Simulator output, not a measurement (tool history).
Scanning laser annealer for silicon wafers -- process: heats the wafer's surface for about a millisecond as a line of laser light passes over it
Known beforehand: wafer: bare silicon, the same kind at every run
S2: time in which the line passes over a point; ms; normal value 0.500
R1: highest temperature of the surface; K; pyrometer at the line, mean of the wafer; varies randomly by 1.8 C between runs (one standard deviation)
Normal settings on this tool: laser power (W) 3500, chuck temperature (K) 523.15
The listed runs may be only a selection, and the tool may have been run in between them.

{"run": 1, "day": 0.0, "laser power (W)": 3500, "S2": 0.5, "chuck temperature (K)": 523.15, "R1": 1238.15}
{"run": 2, "day": 1.533, "laser power (W)": 3500, "S2": 0.5, "chuck temperature (K)": 523.15, "R1": 1235.15}
{"run": 3, "day": 3.096, "laser power (W)": 3500, "S2": 0.5, "chuck temperature (K)": 523.15, "R1": 1234.15}
{"run": 4, "day": 4.325, "laser power (W)": 3500, "S2": 0.5, "chuck temperature (K)": 523.15, "R1": 1234.15}
{"run": 5, "day": 5.55, "laser power (W)": 3500, "S2": 0.406, "chuck temperature (K)": 523.15, "R1": 1166.15}
{"run": 6, "day": 7.033, "laser power (W)": 3500, "S2": 0.38, "chuck temperature (K)": 523.15, "R1": 1145.15}
{"run": 7, "day": 8.771, "laser power (W)": 3500, "S2": 0.38, "chuck temperature (K)": 483.15, "R1": 1103.15}
{"run": 8, "day": 9.767, "laser power (W)": 3500, "S2": 0.38, "chuck temperature (K)": 483.15, "R1": 1101.15}
{"run": 9, "day": 10.604, "laser power (W)": 3500, "S2": 0.5, "chuck temperature (K)": 523.15, "R1": 1230.15}
{"run": 10, "day": 11.488, "laser power (W)": 3500, "S2": 0.5, "chuck temperature (K)": 523.15, "R1": 1236.15}
{"run": 11, "day": 12.375, "laser power (W)": 3500, "S2": 0.5, "chuck temperature (K)": 523.15, "R1": 1230.15}
{"run": 12, "day": 13.446, "laser power (W)": 3500, "S2": 0.5, "chuck temperature (K)": 523.15, "R1": 1230.15}
{"run": 13, "day": 14.638, "laser power (W)": 3500, "S2": 0.5, "chuck temperature (K)": 523.15, "R1": 1229.15}
{"day": 14.988, "done": "optics aligned, line set to its width"}
{"run": 14, "day": 15.562, "laser power (W)": 3500, "S2": 0.5, "chuck temperature (K)": 523.15, "R1": 1224.15}
{"run": 15, "day": 16.688, "laser power (W)": 3500, "S2": 0.5, "chuck temperature (K)": 523.15, "R1": 1226.15}
{"run": 16, "day": 18.142, "laser power (W)": 3500, "S2": 0.5, "chuck temperature (K)": 523.15, "R1": 1226.15}
{"run": 17, "day": 19.567, "laser power (W)": 3500, "S2": 0.5, "chuck temperature (K)": 523.15, "R1": 1224.15}
{"run": 18, "day": 20.767, "laser power (W)": 3500, "S2": 0.5, "chuck temperature (K)": 523.15, "R1": 1224.15}
{"run": 19, "day": 22.288, "laser power (W)": 3500, "S2": 0.5, "chuck temperature (K)": 523.15, "R1": 1224.15}
{"day": 23.067, "done": "optics aligned, line set to its width, once more"}
{"run": 20, "day": 23.296, "laser power (W)": 3500, "S2": 0.5, "chuck temperature (K)": 523.15, "R1": 1233.15}
{"run": 21, "day": 25.046, "laser power (W)": 3032, "S2": 0.5, "chuck temperature (K)": 523.15, "R1": 1111.15}
{"run": 22, "day": 25.812, "laser power (W)": 3500, "S2": 0.402, "chuck temperature (K)": 523.15, "R1": 1159.15}
{"run": 23, "day": 26.571, "laser power (W)": 3500, "S2": 0.402, "chuck temperature (K)": 523.15, "R1": 1161.15}
{"run": 24, "day": 28.179, "laser power (W)": 3500, "S2": 0.391, "chuck temperature (K)": 535.15, "R1": 1163.15}
{"run": 25, "day": 29.0, "laser power (W)": 3596, "S2": 0.393, "chuck temperature (K)": 513.15, "R1": 1166.15}

Run 26 comes next. What will it give?
{"run": 26, "day": 29.754, "laser power (W)": 3596, "S2": 0.5, "chuck temperature (K)": 538.15, "R1": "?"}

R1: 1268.15 K
Had the tool carried no hidden state, the very same run would have given R1 1283.15 K.

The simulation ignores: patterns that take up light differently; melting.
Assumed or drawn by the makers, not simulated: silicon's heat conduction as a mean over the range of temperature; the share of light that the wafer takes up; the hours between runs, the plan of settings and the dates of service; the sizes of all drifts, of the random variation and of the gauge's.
